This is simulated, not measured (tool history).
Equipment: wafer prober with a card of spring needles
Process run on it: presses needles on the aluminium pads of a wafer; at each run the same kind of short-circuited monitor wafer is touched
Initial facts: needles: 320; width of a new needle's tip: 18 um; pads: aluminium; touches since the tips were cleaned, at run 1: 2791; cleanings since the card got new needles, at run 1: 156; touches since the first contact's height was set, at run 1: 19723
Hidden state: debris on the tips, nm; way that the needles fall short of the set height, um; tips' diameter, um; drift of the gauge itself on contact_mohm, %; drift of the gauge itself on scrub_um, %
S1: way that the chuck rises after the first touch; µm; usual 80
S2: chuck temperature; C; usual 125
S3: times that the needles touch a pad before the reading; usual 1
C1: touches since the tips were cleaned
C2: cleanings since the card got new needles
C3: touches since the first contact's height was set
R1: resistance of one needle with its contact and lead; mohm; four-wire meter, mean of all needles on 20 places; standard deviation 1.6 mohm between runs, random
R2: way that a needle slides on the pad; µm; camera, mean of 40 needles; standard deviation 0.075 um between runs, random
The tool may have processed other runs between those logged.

run	hour	S1	S2	S3	C1	C2	C3	R1	R2
1	0.0	80	125	1	2791	156	19723	210	19.40
# hour 5.4: tips cleaned on abrasive film
# hour 16.2: tips cleaned on abrasive film
# hour 27.0: tips cleaned on abrasive film
# hour 37.7: tips cleaned on abrasive film
# hour 51.2: tips cleaned on abrasive film
2	55.5	80	125	1	1706	161	41536	195	19.21
# hour 63.5: tips cleaned on abrasive film
# hour 76.9: tips cleaned on abrasive film
# hour 87.7: tips cleaned on abrasive film
# hour 98.5: tips cleaned on abrasive film
3	106.4	80	125	1	3157	165	61589	218	19.02
# hour 111.9: tips cleaned on abrasive film
# hour 122.7: tips cleaned on abrasive film
# hour 135.9: tips cleaned on abrasive film
4	136.6	80	125	1	255	168	73425	173	19.11
# hour 147.4: tips cleaned on abrasive film
# hour 158.1: tips cleaned on abrasive film
# hour 171.6: tips cleaned on abrasive film
# hour 184.9: tips cleaned on abrasive film
# hour 197.8: tips cleaned on abrasive film
5	197.8	80	125	1	0	173	97526	166	18.97
# hour 208.6: tips cleaned on abrasive film
# hour 222.0: tips cleaned on abrasive film
# hour 232.8: tips cleaned on abrasive film
# hour 243.6: tips cleaned on abrasive film
# hour 246.5: height of the first contact set anew
# hour 254.6: tips cleaned on abrasive film
6	256.0	80	125	2	556	178	3731	165	19.40
# hour 266.8: tips cleaned on abrasive film
# hour 277.6: tips cleaned on abrasive film
# hour 288.3: tips cleaned on abrasive film
# hour 299.1: tips cleaned on abrasive film
7	299.6	88	125	1	173	182	20836	169	21.24
# hour 310.3: tips cleaned on abrasive film
# hour 321.1: tips cleaned on abrasive film
8	328.8	88	125	1	3045	184	32349	216	21.35
# hour 334.2: tips cleaned on abrasive film
# hour 347.7: tips cleaned on abrasive film
# hour 358.4: tips cleaned on abrasive film
9	358.6	71	125	1	58	187	44048	172	17.10
# hour 369.3: tips cleaned on abrasive film
# hour 380.1: tips cleaned on abrasive film
# hour 393.4: tips cleaned on abrasive film
# hour 406.8: tips cleaned on abrasive film
10	409.5	71	125	1	1100	191	64111	201	16.90
# hour 417.6: tips cleaned on abrasive film
# hour 431.0: tips cleaned on abrasive film
# hour 444.2: tips cleaned on abrasive film
# hour 455.0: tips cleaned on abrasive film
11	459.0	71	125	1	1582	195	83566	204	16.78
# hour 467.1: tips cleaned on abrasive film
# hour 477.9: tips cleaned on abrasive film
# hour 488.6: tips cleaned on abrasive film
12	495.3	71	125	1	2640	198	97846	228	16.62
# hour 500.7: tips cleaned on abrasive film
# hour 514.1: tips cleaned on abrasive film
# hour 524.9: tips cleaned on abrasive film
13	528.3	71	30	1	1326	201	110799	196	16.65
# hour 536.4: tips cleaned on abrasive film
# hour 542.0: height of the first contact set anew
# hour 550.1: tips cleaned on abrasive film
# hour 560.9: tips cleaned on abrasive film
14	567.4	64	125	1	2603	204	10011	244	15.46
# hour 572.9: tips cleaned on abrasive film
# hour 583.6: tips cleaned on abrasive film
# hour 594.4: tips cleaned on abrasive film
# hour 606.5: tips cleaned on abrasive film
15	606.5	86	95	1	0	208	25351	159	20.74
# hour 619.8: tips cleaned on abrasive film
# hour 630.6: tips cleaned on abrasive film
# hour 644.0: tips cleaned on abrasive film
# hour 657.5: tips cleaned on abrasive film
16	663.8	78	95	1	2526	212	47937	213	18.76
# hour 669.3: tips cleaned on abrasive film
# hour 682.7: tips cleaned on abrasive film
17	690.1	78	95	1	2916	214	58262	225	18.57
# hour 695.4: tips cleaned on abrasive film
# hour 706.1: tips cleaned on abrasive film
# hour 719.5: tips cleaned on abrasive film
# hour 730.3: tips cleaned on abrasive film
# hour 741.1: tips cleaned on abrasive film
18	748.4	90	108	1	2929	219	81219	212	21.45
# hour 753.9: tips cleaned on abrasive film
# hour 767.2: tips cleaned on abrasive film
# hour 778.0: tips cleaned on abrasive film
# hour 788.7: tips cleaned on abrasive film
# hour 799.5: tips cleaned on abrasive film
19	804.0	71	55	2	1793	224	103069	190	16.70
# hour 812.1: tips cleaned on abrasive film
# hour 822.9: tips cleaned on abrasive film
# hour 833.7: tips cleaned on abrasive film
# hour 839.3: height of the first contact set anew
# hour 844.8: tips cleaned on abrasive film
20	845.9	80	125	2	443	228	2560	172	19.34
# hour 856.6: tips cleaned on abrasive film
# hour 867.4: tips cleaned on abrasive film
# hour 880.9: tips cleaned on abrasive film
21	884.1	80	58	1	1306	231	17624	192	19.31
# hour 892.2: tips cleaned on abrasive film
# hour 903.0: tips cleaned on abrasive film
# hour 913.8: tips cleaned on abrasive film
# hour 927.2: tips cleaned on abrasive film
# hour 940.3: tips cleaned on abrasive film
22	941.5	68	53	1	473	236	40182	185	16.30
# hour 952.3: tips cleaned on abrasive film
# hour 965.7: tips cleaned on abrasive film
# hour 979.1: tips cleaned on abrasive film
23	980.8	67	125	2	699	239	55666	188	16.02
# hour 991.6: tips cleaned on abrasive film
# hour 1005.0: tips cleaned on abrasive film
24	1006.9	92	29	1	786	241	65940	170	22.04
# hour 1017.7: tips cleaned on abrasive film
# hour 1028.5: tips cleaned on abrasive film
25	1039.0	63	39	2	4157	243	78563	249	15.00

Below are 5 alternative next runs, each starting from the tool's condition after run 25. Predict each:
# hour 1041.7: tips cleaned on abrasive film
# hour 1052.5: tips cleaned on abrasive film
# hour 1065.8: tips cleaned on abrasive film
# hour 1076.6: tips cleaned on abrasive film
# hour 1087.4: tips cleaned on abrasive film
A	1087.6	72	104	1	81	248	97645	?	?
# hour 1041.7: tips cleaned on abrasive film
# hour 1052.5: tips cleaned on abrasive film
# hour 1065.8: tips cleaned on abrasive film
# hour 1076.6: tips cleaned on abrasive film
# hour 1087.4: tips cleaned on abrasive film
B	1087.6	62	46	2	81	248	97645	?	?
# hour 1041.7: tips cleaned on abrasive film
# hour 1052.5: tips cleaned on abrasive film
# hour 1065.8: tips cleaned on abrasive film
# hour 1076.6: tips cleaned on abrasive film
# hour 1087.4: tips cleaned on abrasive film
C	1087.6	97	100	2	81	248	97645	?	?
# hour 1041.7: tips cleaned on abrasive film
# hour 1052.5: tips cleaned on abrasive film
# hour 1065.8: tips cleaned on abrasive film
# hour 1076.6: tips cleaned on abrasive film
# hour 1087.4: tips cleaned on abrasive film
D	1087.6	63	78	2	81	248	97645	?	?
# hour 1041.7: tips cleaned on abrasive film
# hour 1052.5: tips cleaned on abrasive film
# hour 1065.8: tips cleaned on abrasive film
# hour 1076.6: tips cleaned on abrasive film
# hour 1087.4: tips cleaned on abrasive film
E	1087.6	74	33	2	81	248	97645	?	?

run	R1	R2
A	176	17.01
B	166	14.43
C	158	23.01
D	171	14.80
E	156	17.45
With no hidden state in the tool, these same runs would have given:
run	R1	R2
A	156	17.53
B	147	14.95
C	149	23.53
D	152	15.31
E	142	17.97
